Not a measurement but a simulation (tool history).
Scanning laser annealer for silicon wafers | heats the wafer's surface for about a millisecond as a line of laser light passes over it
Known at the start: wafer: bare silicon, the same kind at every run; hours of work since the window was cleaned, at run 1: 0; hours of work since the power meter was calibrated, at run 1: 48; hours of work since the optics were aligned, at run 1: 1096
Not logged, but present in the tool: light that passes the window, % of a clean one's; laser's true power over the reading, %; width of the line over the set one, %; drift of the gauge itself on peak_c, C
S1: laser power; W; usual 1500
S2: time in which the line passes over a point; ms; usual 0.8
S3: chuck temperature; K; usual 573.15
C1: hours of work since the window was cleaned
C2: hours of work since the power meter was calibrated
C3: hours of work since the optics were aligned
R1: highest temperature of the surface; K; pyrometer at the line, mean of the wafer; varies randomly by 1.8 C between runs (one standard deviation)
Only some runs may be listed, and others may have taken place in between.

run 1 hour=0 | S1=1500 S2=0.8 S3=573.15 | C1=0 C2=48 C3=1096 | R1=1342.15
run 2 hour=36.3 | S1=1500 S2=0.8 S3=573.15 | C1=28 C2=76 C3=1124 | R1=1340.15
run 3 hour=90.2 | S1=1500 S2=0.8 S3=573.15 | C1=69 C2=118 C3=1165 | R1=1341.15
run 4 hour=128.2 | S1=1500 S2=0.8 S3=573.15 | C1=98 C2=147 C3=1194 | R1=1343.15
run 5 hour=164.2 | S1=1500 S2=0.8 S3=573.15 | C1=126 C2=174 C3=1222 | R1=1344.15
run 6 hour=204.3 | S1=1500 S2=0.8 S3=573.15 | C1=156 C2=205 C3=1253 | R1=1341.15
run 7 hour=240.5 | S1=1500 S2=0.8 S3=573.15 | C1=184 C2=233 C3=1280 | R1=1345.15
run 8 hour=289.1 | S1=1500 S2=0.8 S3=573.15 | C1=221 C2=270 C3=1318 | R1=1340.15
run 9 hour=316.6 | S1=1500 S2=0.8 S3=573.15 | C1=242 C2=291 C3=1339 | R1=1342.15
run 10 hour=356.4 | S1=1367 S2=0.8 S3=573.15 | C1=273 C2=321 C3=1369 | R1=1270.15
run 11 hour=385.1 | S1=1500 S2=0.8 S3=573.15 | C1=295 C2=343 C3=1391 | R1=1340.15
run 12 hour=410.6 | S1=1500 S2=0.8 S3=573.15 | C1=314 C2=363 C3=1411 | R1=1341.15
run 13 hour=441.6 | S1=1500 S2=0.8 S3=573.15 | C1=338 C2=386 C3=1434 | R1=1342.15
-- hour=473.2 optics aligned, line set to its width
run 14 hour=488.9 | S1=1500 S2=0.8 S3=573.15 | C1=370 C2=419 C3=12 | R1=1341.15
run 15 hour=521 | S1=1429 S2=0.8 S3=573.15 | C1=395 C2=443 C3=37 | R1=1301.15
run 16 hour=577.8 | S1=1500 S2=0.8 S3=574.15 | C1=438 C2=487 C3=80 | R1=1345.15
run 17 hour=621.4 | S1=1422 S2=0.8 S3=573.15 | C1=472 C2=520 C3=113 | R1=1299.15
run 18 hour=646 | S1=1422 S2=0.8 S3=573.15 | C1=491 C2=539 C3=132 | R1=1300.15
run 19 hour=672.4 | S1=1642 S2=0.8 S3=573.15 | C1=511 C2=559 C3=152 | R1=1417.15
-- hour=711.7 window over the wafer cleaned
run 20 hour=719.4 | S1=1500 S2=0.8 S3=573.15 | C1=6 C2=594 C3=187 | R1=1339.15
run 21 hour=759.8 | S1=1478 S2=0.636 S3=575.15 | C1=37 C2=625 C3=218 | R1=1234.15
run 22 hour=790.7 | S1=1511 S2=1 S3=572.15 | C1=60 C2=648 C3=241 | R1=1457.15
run 23 hour=817.6 | S1=1620 S2=0.963 S3=603.15 | C1=81 C2=669 C3=262 | R1=1535.15
run 24 hour=842.9 | S1=1620 S2=0.963 S3=603.15 | C1=100 C2=688 C3=281 | R1=1536.15
run 25 hour=884.8 | S1=1620 S2=0.963 S3=603.15 | C1=132 C2=720 C3=313 | R1=1536.15
run 26 hour=909.6 | S1=1355 S2=0.785 S3=573.15 | C1=151 C2=739 C3=332 | R1=1254.15
run 27 hour=966.5 | S1=1644 S2=0.976 S3=573.15 | C1=195 C2=783 C3=376 | R1=1527.15
run 28 hour=1017.3 | S1=1644 S2=0.632 S3=573.15 | C1=234 C2=822 C3=415 | R1=1305.15
run 29 hour=1073.4 | S1=1617 S2=0.8 S3=563.15 | C1=277 C2=865 C3=458 | R1=1396.15
run 30 hour=1109.8 | S1=1617 S2=0.928 S3=567.15 | C1=305 C2=893 C3=486 | R1=1476.15
run 31 hour=1155.6 | S1=1617 S2=0.928 S3=567.15 | C1=340 C2=928 C3=521 | R1=1474.15
run 32 hour=1208.8 | S1=1617 S2=0.928 S3=567.15 | C1=380 C2=968 C3=561 | R1=1475.15
run 33 hour=1244.6 | S1=1617 S2=0.928 S3=548.15 | C1=408 C2=996 C3=589 | R1=1461.15
run 34 hour=1282 | S1=1617 S2=0.928 S3=548.15 | C1=436 C2=1024 C3=617 | R1=1459.15
run 35 hour=1316.8 | S1=1321 S2=0.928 S3=592.15 | C1=463 C2=1051 C3=644 | R1=1325.15
run 36 hour=1354.3 | S1=1321 S2=0.91 S3=592.15 | C1=492 C2=1080 C3=673 | R1=1315.15
run 37 hour=1395 | S1=1321 S2=0.628 S3=592.15 | C1=523 C2=1111 C3=704 | R1=1174.15
-- hour=1418.7 window over the wafer cleaned
run 38 hour=1429.7 | S1=1321 S2=0.69 S3=592.15 | C1=8 C2=1136 C3=729 | R1=1205.15
run 39 hour=1482.1 | S1=1321 S2=0.84 S3=592.15 | C1=49 C2=1176 C3=769 | R1=1283.15
run 40 hour=1525.8 | S1=1590 S2=0.601 S3=573.15 | C1=82 C2=1209 C3=803 | R1=1260.15

Forecast each of these 3 alternatives for the next run:
run A hour=1557.9 | S1=1500 S2=0.8 S3=596.15 | C1=107 C2=1234 C3=827 | R1=?
run B hour=1557.9 | S1=1286 S2=0.777 S3=557.15 | C1=107 C2=1234 C3=827 | R1=?
run C hour=1557.9 | S1=1525 S2=0.8 S3=593.15 | C1=107 C2=1234 C3=827 | R1=?

run=A R1=1369.15
run=B R1=1195.15
run=C R1=1373.15
Had the tool no hidden state, the same runs would have come out as:
run=A R1=1369.15
run=B R1=1195.15
run=C R1=1374.15

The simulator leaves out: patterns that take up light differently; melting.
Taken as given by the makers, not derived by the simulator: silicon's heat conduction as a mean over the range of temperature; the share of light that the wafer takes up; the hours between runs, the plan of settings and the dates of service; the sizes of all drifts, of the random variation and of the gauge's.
